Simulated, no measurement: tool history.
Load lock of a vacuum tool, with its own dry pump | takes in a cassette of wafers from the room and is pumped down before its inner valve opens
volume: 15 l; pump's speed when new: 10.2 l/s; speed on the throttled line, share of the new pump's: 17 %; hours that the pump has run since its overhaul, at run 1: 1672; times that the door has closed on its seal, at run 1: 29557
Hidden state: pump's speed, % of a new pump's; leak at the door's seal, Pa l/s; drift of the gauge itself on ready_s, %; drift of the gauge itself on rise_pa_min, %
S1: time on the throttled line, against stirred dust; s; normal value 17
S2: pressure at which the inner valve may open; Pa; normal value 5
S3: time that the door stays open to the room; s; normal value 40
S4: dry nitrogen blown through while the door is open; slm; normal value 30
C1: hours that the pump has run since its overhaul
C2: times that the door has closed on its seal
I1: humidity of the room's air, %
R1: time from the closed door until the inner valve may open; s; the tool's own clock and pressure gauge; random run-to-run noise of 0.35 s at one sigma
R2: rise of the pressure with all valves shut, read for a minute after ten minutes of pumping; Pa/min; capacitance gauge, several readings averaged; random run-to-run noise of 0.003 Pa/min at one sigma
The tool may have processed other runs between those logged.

run 1 hour=0.0 | S1=17 S2=5 S3=40 S4=30 | C1=1672 C2=29557 | I1=43.5 | R1=29.2 R2=0.201
run 2 hour=127.3 | S1=17 S2=5 S3=40 S4=30 | C1=1799 C2=30002 | I1=43.1 | R1=29.0 R2=0.200
run 3 hour=247.4 | S1=17 S2=5 S3=40 S4=30 | C1=1919 C2=30421 | I1=49.3 | R1=29.1 R2=0.209
run 4 hour=431.4 | S1=17 S2=6 S3=40 S4=30 | C1=2103 C2=31063 | I1=46.7 | R1=29.3 R2=0.214
run 5 hour=518.0 | S1=17 S2=6 S3=40 S4=30 | C1=2190 C2=31366 | I1=43.1 | R1=28.4 R2=0.216
run 6 hour=678.5 | S1=17 S2=5 S3=40 S4=30 | C1=2350 C2=31926 | I1=47.9 | R1=29.5 R2=0.219
run 7 hour=766.1 | S1=17 S2=5 S3=40 S4=14 | C1=2438 C2=32232 | I1=43.8 | R1=29.7 R2=0.233
run 8 hour=944.6 | S1=10 S2=5 S3=40 S4=14 | C1=2617 C2=32855 | I1=42.2 | R1=23.5 R2=0.239
run 9 hour=1033.1 | S1=17 S2=5 S3=40 S4=30 | C1=2705 C2=33164 | I1=49.7 | R1=29.7 R2=0.238
run 10 hour=1133.4 | S1=17 S2=8 S3=40 S4=30 | C1=2805 C2=33514 | I1=48.6 | R1=27.7 R2=0.236
run 11 hour=1235.6 | S1=17 S2=8 S3=40 S4=30 | C1=2908 C2=33871 | I1=44.6 | R1=29.1 R2=0.237
run 12 hour=1401.1 | S1=17 S2=8 S3=40 S4=30 | C1=3073 C2=34449 | I1=46.3 | R1=28.6 R2=0.243
run 13 hour=1530.2 | S1=17 S2=5 S3=40 S4=30 | C1=3202 C2=34900 | I1=45.2 | R1=29.7 R2=0.243
run 14 hour=1631.5 | S1=14 S2=6 S3=97 S4=4 | C1=3303 C2=35253 | I1=45.5 | R1=26.8 R2=0.325
run 15 hour=1713.3 | S1=11 S2=5 S3=99 S4=12 | C1=3385 C2=35539 | I1=44.8 | R1=24.3 R2=0.311
run 16 hour=1882.8 | S1=11 S2=5 S3=91 S4=6 | C1=3555 C2=36131 | I1=48.0 | R1=24.2 R2=0.323
run 17 hour=1976.8 | S1=9 S2=5 S3=91 S4=6 | C1=3649 C2=36459 | I1=46.2 | R1=22.7 R2=0.324
run 18 hour=2124.7 | S1=17 S2=5 S3=43 S4=30 | C1=3797 C2=36975 | I1=45.6 | R1=30.0 R2=0.262
run 19 hour=2235.9 | S1=17 S2=5 S3=47 S4=30 | C1=3908 C2=37363 | I1=46.1 | R1=29.1 R2=0.263
run 20 hour=2424.8 | S1=17 S2=4 S3=41 S4=17 | C1=4097 C2=38023 | I1=43.1 | R1=30.0 R2=0.280
run 21 hour=2511.4 | S1=17 S2=6 S3=41 S4=12 | C1=4183 C2=38325 | I1=40.7 | R1=29.1 R2=0.283
run 22 hour=2652.8 | S1=13 S2=6 S3=41 S4=12 | C1=4325 C2=38819 | I1=46.7 | R1=25.6 R2=0.286
run 23 hour=2795.0 | S1=13 S2=6 S3=41 S4=12 | C1=4467 C2=39315 | I1=43.3 | R1=26.3 R2=0.295
run 24 hour=2979.4 | S1=17 S2=5 S3=44 S4=30 | C1=4651 C2=39959 | I1=43.3 | R1=28.8 R2=0.289
run 25 hour=3157.2 | S1=17 S2=5 S3=44 S4=30 | C1=4829 C2=40580 | I1=46.7 | R1=30.1 R2=0.300

Here are 4 independent what-if runs from the current tool condition. What would each one return?
run A hour=3285.7 | S1=30 S2=8 S3=44 S4=30 | C1=4958 C2=41029 | I1=41.7 | R1=? R2=?
run B hour=3285.7 | S1=14 S2=6 S3=40 S4=30 | C1=4958 C2=41029 | I1=43.3 | R1=? R2=?
run C hour=3285.7 | S1=17 S2=4 S3=209 S4=32 | C1=4958 C2=41029 | I1=43.5 | R1=? R2=?
run D hour=3285.7 | S1=31 S2=5 S3=44 S4=30 | C1=4958 C2=41029 | I1=42.3 | R1=? R2=?

run=A R1=38.8 R2=0.303
run=B R1=27.3 R2=0.291
run=C R1=30.5 R2=0.375
run=D R1=40.6 R2=0.293
What these runs would have given with no unlogged condition in the tool:
run=A R1=38.1 R2=0.047
run=B R1=26.3 R2=0.038
run=C R1=29.5 R2=0.118
run=D R1=39.9 R2=0.039
